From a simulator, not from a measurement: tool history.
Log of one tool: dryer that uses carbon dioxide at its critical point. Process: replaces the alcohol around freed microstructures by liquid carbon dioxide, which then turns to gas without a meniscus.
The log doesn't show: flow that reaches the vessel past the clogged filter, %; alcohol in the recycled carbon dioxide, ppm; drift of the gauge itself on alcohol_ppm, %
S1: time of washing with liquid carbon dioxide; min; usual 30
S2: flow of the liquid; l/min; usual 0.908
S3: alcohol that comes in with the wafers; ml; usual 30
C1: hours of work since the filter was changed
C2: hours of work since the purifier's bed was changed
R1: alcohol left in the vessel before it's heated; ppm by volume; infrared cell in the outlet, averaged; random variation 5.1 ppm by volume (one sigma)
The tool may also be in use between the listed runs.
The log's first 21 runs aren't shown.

run 22 day=10.175 | S1=32 S2=0.600 S3=81 | C1=327 C2=368 | R1=1025
run 23 day=10.662 | S1=32 S2=0.600 S3=81 | C1=334 C2=375 | R1=1067
run 24 day=11.329 | S1=32 S2=0.600 S3=81 | C1=343 C2=385 | R1=1083
run 25 day=11.971 | S1=32 S2=0.600 S3=81 | C1=353 C2=394 | R1=1088
-- day=12.542 inlet filter changed
run 26 day=12.638 | S1=32 S2=0.600 S3=81 | C1=1 C2=403 | R1=621
run 27 day=12.992 | S1=24 S2=0.600 S3=71 | C1=7 C2=409 | R1=1278
run 28 day=13.567 | S1=22 S2=0.831 S3=72 | C1=15 C2=417 | R1=665
run 29 day=14.092 | S1=22 S2=0.831 S3=72 | C1=23 C2=425 | R1=684
run 30 day=14.654 | S1=19 S2=0.700 S3=107 | C1=31 C2=433 | R1=2375
run 31 day=15.033 | S1=19 S2=0.700 S3=107 | C1=36 C2=438 | R1=2413
run 32 day=15.454 | S1=47 S2=1.372 S3=38 | C1=43 C2=445 | R1=68
run 33 day=15.971 | S1=47 S2=1.372 S3=38 | C1=50 C2=452 | R1=60
run 34 day=16.546 | S1=43 S2=1.084 S3=30 | C1=59 C2=461 | R1=54
run 35 day=17.046 | S1=30 S2=0.549 S3=71 | C1=66 C2=468 | R1=976
run 36 day=17.417 | S1=21 S2=1.427 S3=71 | C1=71 C2=473 | R1=152
run 37 day=17.700 | S1=21 S2=1.152 S3=51 | C1=75 C2=477 | R1=238
run 38 day=18.021 | S1=46 S2=0.754 S3=80 | C1=80 C2=482 | R1=109

Forecast each of these 3 alternatives for the next run:
run A day=18.300 | S1=30 S2=0.908 S3=42 | C1=84 C2=486 | R1=?
run B day=18.300 | S1=23 S2=0.908 S3=30 | C1=84 C2=486 | R1=?
run C day=18.300 | S1=25 S2=0.908 S3=84 | C1=84 C2=486 | R1=?

run=A R1=155
run=B R1=250
run=C R1=449
Without the tool's hidden state the same runs would have given:
run=A R1=76
run=B R1=160
run=C R1=329
